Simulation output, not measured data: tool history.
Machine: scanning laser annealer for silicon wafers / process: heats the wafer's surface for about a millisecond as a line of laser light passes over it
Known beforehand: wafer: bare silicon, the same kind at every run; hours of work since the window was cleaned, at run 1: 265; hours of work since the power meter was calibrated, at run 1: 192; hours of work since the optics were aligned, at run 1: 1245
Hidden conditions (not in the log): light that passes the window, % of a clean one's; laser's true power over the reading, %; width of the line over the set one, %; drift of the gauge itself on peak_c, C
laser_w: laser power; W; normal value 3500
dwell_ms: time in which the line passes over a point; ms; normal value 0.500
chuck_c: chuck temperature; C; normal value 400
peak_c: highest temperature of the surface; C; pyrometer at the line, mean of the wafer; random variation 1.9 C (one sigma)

run	hour	laser_w	dwell_ms	chuck_c	hours of work since the window was cleaned	hours of work since the power meter was calibrated	hours of work since the optics were aligned	peak_c
1	0.0	3500	0.500	400	265	192	1245	1104
2	8.6	3500	0.500	400	271	198	1251	1106
3	12.7	3232	0.500	400	274	201	1254	1036
4	20.0	3232	0.500	400	279	206	1259	1034
5	24.1	3500	0.500	400	281	209	1262	1105
6	29.2	3500	0.500	400	285	212	1265	1102
7	38.8	3500	0.500	400	291	219	1272	1102
8	46.5	3500	0.500	391	297	224	1277	1095
9	53.3	3500	0.500	415	301	229	1282	1122
10	57.8	3500	0.500	400	304	232	1285	1101
11	63.0	3500	0.500	400	308	236	1288	1103
12	67.7	3500	0.500	400	311	239	1292	1107
13	76.6	3500	0.500	400	317	245	1298	1102
14	81.2	3051	0.500	400	320	248	1301	987
15	87.7	3334	0.500	400	325	252	1305	1057
16	96.2	3500	0.502	400	331	258	1311	1100
17	105.3	3500	0.502	400	337	265	1317	1103
18	110.1	3031	0.500	400	340	268	1321	977
19	118.8	3031	0.500	400	346	274	1327	980
20	125.9	3031	0.500	400	351	279	1331	977
# hour 131.5: optics aligned, line set to its width
21	140.4	3164	0.517	400	358	285	6	1018
22	149.4	3164	0.517	400	364	291	12	1014
23	154.2	3150	0.500	415	367	295	16	1019
24	161.8	3382	0.599	400	372	300	21	1118
25	167.2	3382	0.599	400	376	303	24	1120
# hour 172.8: optics aligned, line set to its width, once more
26	176.4	3343	0.372	408	379	306	2	992
27	184.2	3426	0.500	384	384	312	8	1070
28	188.2	3426	0.500	384	387	314	11	1072
29	194.7	3134	0.499	421	391	319	15	1033
30	202.0	3842	0.364	437	396	324	20	1120
31	210.4	3842	0.364	437	402	330	26	1123
32	214.5	3842	0.364	437	405	332	29	1122
33	221.7	3842	0.426	398	410	337	33	1132
34	225.9	3842	0.426	398	413	340	36	1131
35	234.5	3303	0.413	435	419	346	42	1031
36	239.1	3500	0.519	400	422	349	45	1118
37	243.0	3500	0.519	400	424	352	48	1115
38	250.1	3500	0.519	400	429	357	53	1111
39	257.1	3500	0.519	400	434	362	58	1114
40	261.0	3191	0.454	429	437	364	60	1024

5 ways to go on from here, each from the tool as it stands after run 40. What would each give?
A	266.0	3465	0.358	411	440	368	64	?
B	266.0	3448	0.513	429	440	368	64	?
C	266.0	3725	0.500	400	440	368	64	?
D	266.0	3500	0.500	383	440	368	64	?
E	266.0	3448	0.365	407	440	368	64	?

run	peak_c
A	1004
B	1126
C	1161
D	1084
E	1002
What these runs would have given with no unlogged condition in the tool:
run	peak_c
A	1038
B	1166
C	1204
D	1124
E	1036
